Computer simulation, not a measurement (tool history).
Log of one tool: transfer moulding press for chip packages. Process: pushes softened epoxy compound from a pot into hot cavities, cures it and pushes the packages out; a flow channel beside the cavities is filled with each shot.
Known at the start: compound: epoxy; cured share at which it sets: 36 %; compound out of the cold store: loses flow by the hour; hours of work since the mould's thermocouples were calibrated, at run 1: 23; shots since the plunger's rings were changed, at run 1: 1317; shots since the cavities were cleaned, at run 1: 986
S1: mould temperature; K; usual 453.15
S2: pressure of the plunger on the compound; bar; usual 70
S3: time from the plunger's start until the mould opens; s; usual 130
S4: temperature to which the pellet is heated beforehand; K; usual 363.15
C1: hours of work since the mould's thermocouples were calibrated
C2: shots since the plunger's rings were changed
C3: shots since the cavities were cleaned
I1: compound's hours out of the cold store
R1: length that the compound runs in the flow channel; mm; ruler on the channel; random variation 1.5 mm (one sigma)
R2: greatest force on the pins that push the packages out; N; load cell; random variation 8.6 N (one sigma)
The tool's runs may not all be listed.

run   hour      S1    S2   S3      S4   C1    C2    C3    I1   R1   R2
  1      0  453.15    70  130  363.15   23  1317   986    21  684  563
  2   11.7  454.15    70  130  363.15   28  1387  1056  45.5  610  529
      17.9  -- cavities cleaned with cleaning compound and waxed
  3   24.8  454.15    70  130  363.15   33  1456    41  24.1  670  388
  4   41.9  454.15    70  130  363.15   41  1558   143  46.8  607  412
  5   54.4  454.15    70  130  363.15   46  1632   217  11.3  709  435
  6   66.4  453.15  76.9  130  363.15   51  1704   289    27  695  462
  7   78.7  453.15    70  130  365.15   57  1777   362  47.2  602  437
  8   93.3  453.15    70  130  363.15   63  1864   449  24.8  667  473
  9  111.5  453.15    70  130  363.15   71  1973   558  45.8  608  501
 10  128.9  453.15    70  130  363.15   78  2076   661  10.1  712  523
 11  149.5  453.15    70  130  363.15   87  2199   784    23  669  523
 12  166.2  453.15    70  124  363.15   94  2299   884  18.5  685  572
 13  186.1  453.15    70  124  363.15  103  2417  1002  28.2  653  579
     201.7  -- cavities cleaned with cleaning compound and waxed
 14  207.3  453.15    70  124  363.15  112  2534    33  28.8  653  403
 15  224.3  453.15    70  130  364.15  119  2636   135  19.9  680  412
     234.5  -- plunger's sealing rings changed
 16  240.4  447.15  56.6  156  357.15  125    35   216  40.4  575  428
 17  250.6  447.15  56.6  156  357.15  129    96   277  31.7  597  455
 18  271.1  453.15    70  131  358.15  138   218   399    46  612  478
 19  289.7  459.15    70  122  363.15  146   329   510   9.6  715  479
 20  302.9  453.15  61.7  130  360.15  152   408   589  40.9  589  493
 21  315.4  456.15  72.6  137  360.15  157   482   663  13.6  717  458
 22  324.1  453.15  60.2  130  363.15  161   534   715  20.2  636  515
 23  344.7  453.15    62  119  355.15  170   656   837    45  578  567
 24  365.4  453.15    62  119  355.15  179   780   961  37.4  598  604
 25  377.7  453.15    62  119  355.15  184   854  1035    34  609  597
     388.1  -- cavities cleaned with cleaning compound and waxed
 26  396.5  450.15    70  162  363.15  192   956    50  23.9  678  390
 27  414.3  450.15    70  162  357.15  199  1063   157  15.7  704  391
 28  426.2  451.15  85.2  120  373.15  204  1134   228   8.2  799  535
 29  446.8  447.15  61.9  167  358.15  213  1256   350  13.2  673  462

Forecast each of these 3 alternatives for the next run:
  A  462.9  447.15  74  137  358.15  220  1352  446  26.4   ?   ?
  B  462.9  452.15  70  123  368.15  220  1352  446  25.2   ?   ?
  C  462.9  453.15  70  145  363.15  220  1352  446    10   ?   ?

run   R1   R2
  A  690  563
  B  668  531
  C  716  459
Without the tool's hidden state the same runs would have given:
run   R1   R2
  A  700  448
  B  678  420
  C  727  358
